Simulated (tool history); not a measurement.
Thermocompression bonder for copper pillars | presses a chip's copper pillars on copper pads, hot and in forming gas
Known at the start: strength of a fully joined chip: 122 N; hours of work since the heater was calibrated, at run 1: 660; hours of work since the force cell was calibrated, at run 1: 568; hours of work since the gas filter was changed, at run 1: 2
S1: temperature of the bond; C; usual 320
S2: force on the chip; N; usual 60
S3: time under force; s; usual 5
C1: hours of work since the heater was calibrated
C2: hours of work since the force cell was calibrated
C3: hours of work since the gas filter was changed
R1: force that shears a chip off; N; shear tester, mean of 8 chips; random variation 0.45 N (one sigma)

run	day	S1	S2	S3	C1	C2	C3	R1
1	0	320	60	5	660	568	2	52.7
# day 0.592: heater calibrated with a thermocouple chip
2	0.892	320	60	5	5	580	14	60.4
3	1.612	320	60	4	16	591	25	54.2
4	2.167	320	60	5	24	599	34	59.4
5	3.262	320	60	5	41	616	50	58.8
6	4.083	320	60	5	53	629	63	57.7
7	5.071	320	60	5	68	644	78	57.4
8	5.975	320	60	5	82	657	92	56.6
9	6.962	320	60	5	97	672	107	56.3
10	7.888	320	64	5	111	686	121	58.2
11	8.704	320	60	5	123	699	133	55.2
12	9.588	293	60	3	137	712	147	30

Forecast run 13:
13	10.05	293	60	3	144	719	154	?

R1: 30.3 N
Without the tool's hidden state the same run would have given R1 33 N.
